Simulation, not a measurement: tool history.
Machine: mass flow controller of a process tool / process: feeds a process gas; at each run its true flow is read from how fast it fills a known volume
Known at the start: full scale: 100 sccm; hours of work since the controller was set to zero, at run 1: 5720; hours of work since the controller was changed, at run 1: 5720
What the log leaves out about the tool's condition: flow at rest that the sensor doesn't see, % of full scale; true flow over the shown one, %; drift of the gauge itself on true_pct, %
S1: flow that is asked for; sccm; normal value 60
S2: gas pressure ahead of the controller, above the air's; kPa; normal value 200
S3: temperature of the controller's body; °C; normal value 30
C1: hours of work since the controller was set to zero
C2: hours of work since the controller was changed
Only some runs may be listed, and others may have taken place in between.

Run 1, hour 0: usual settings; C1 5720; C2 5720. Result: true flow (%) 98.93.
Run 2, hour 438.5: usual settings; C1 6060; C2 6060. Result: true flow (%) 98.99.
Run 3, hour 686.7: usual settings; C1 6253; C2 6253. Result: true flow (%) 99.2.
Run 4, hour 1100.8: usual settings but S3 34 °C; C1 6574; C2 6574. Result: true flow (%) 98.92.
Run 5, hour 1336.6: usual settings; C1 6757; C2 6757. Result: true flow (%) 99.13.
Run 6, hour 1569.3: usual settings; C1 6938; C2 6938. Result: true flow (%) 99.22.
Run 7, hour 1828.9: usual settings; C1 7140; C2 7140. Result: true flow (%) 99.33.
At hour 2125.9: controller's zero set anew.
Run 8, hour 2258.4: usual settings but S1 29 sccm; C1 103; C2 7473. Result: true flow (%) 98.8.
Run 9, hour 2649.1: usual settings but S1 57 sccm; C1 406; C2 7776. Result: true flow (%) 99.48.
Run 10, hour 2964: usual settings but S1 57 sccm, S3 20 °C; C1 651; C2 8020. Result: true flow (%) 100.27.
Run 11, hour 3314.6: usual settings; C1 923; C2 8292. Result: true flow (%) 99.59.
Run 12, hour 3705.7: usual settings; C1 1226; C2 8596. Result: true flow (%) 99.66.
Run 13, hour 4074.6: usual settings; C1 1513; C2 8882. Result: true flow (%) 99.93.
Run 14, hour 4457.7: usual settings; C1 1810; C2 9180. Result: true flow (%) 99.96.
Run 15, hour 4801.6: usual settings but S1 75 sccm, S2 260 kPa; C1 2077; C2 9447. Result: true flow (%) 100.71.
Run 16, hour 5107.6: usual settings but S1 10 sccm, S2 179 kPa, S3 24 °C; C1 2315; C2 9684. Result: true flow (%) 99.43.
Run 17, hour 5386.1: usual settings but S1 10 sccm, S2 179 kPa, S3 24 °C; C1 2531; C2 9901. Result: true flow (%) 99.67.
Run 18, hour 5613.7: usual settings but S1 25 sccm, S3 37 °C; C1 2707; C2 10077. Result: true flow (%) 99.04.
Run 19, hour 5860.5: usual settings but S1 25 sccm, S3 37 °C; C1 2899; C2 10269. Result: true flow (%) 99.16.
Run 20, hour 6115.2: usual settings but S1 25 sccm, S3 37 °C; C1 3097; C2 10467. Result: true flow (%) 99.14.
Run 21, hour 6464.9: usual settings but S2 163 kPa, S3 27 °C; C1 3368; C2 10738. Result: true flow (%) 100.57.
Run 22, hour 6898.4: usual settings but S2 264 kPa, S3 39 °C; C1 3705; C2 11075. Result: true flow (%) 100.25.
Run 23, hour 7177.2: usual settings but S1 22 sccm, S2 265 kPa, S3 39 °C; C1 3921; C2 11291. Result: true flow (%) 99.48.
Run 24, hour 7511.4: usual settings but S1 51 sccm, S2 277 kPa, S3 31 °C; C1 4181; C2 11550. Result: true flow (%) 100.8.
At hour 7675.6: gauge calibrated.
Run 25, hour 7743: usual settings but S1 54 sccm, S2 256 kPa; C1 4360; C2 11730. Result: true flow (%) 99.04.
At hour 7787.9: controller exchanged for a calibrated one.
Run 26, hour 8201.9: usual settings but S1 58 sccm, S2 268 kPa; C1 321; C2 321. Result: true flow (%) 99.1.
Run 27, hour 8420.8: usual settings but S1 58 sccm, S2 268 kPa; C1 491; C2 491. Result: true flow (%) 99.38.

Difference, measured minus no-hidden-state, one row per run. Run-to-run variation is common to both terms; the gauge's own scatter need not be:
run  true flow (%)
  1          +0.02
  2          +0.12
  3          +0.18
  4          +0.29
  5          +0.35
  6          +0.41
  7          +0.48
  8          +0.57
  9          +0.67
 10          +0.76
 11          +0.84
 12          +0.94
 13          +1.03
 14          +1.12
 15          +1.22
 16          +1.29
 17          +1.37
 18           +1.4
 19          +1.47
 20          +1.52
 21          +1.63
 22          +1.73
 23           +1.8
 24          +1.89
 25          +0.03
 26          +0.13
 27          +0.19
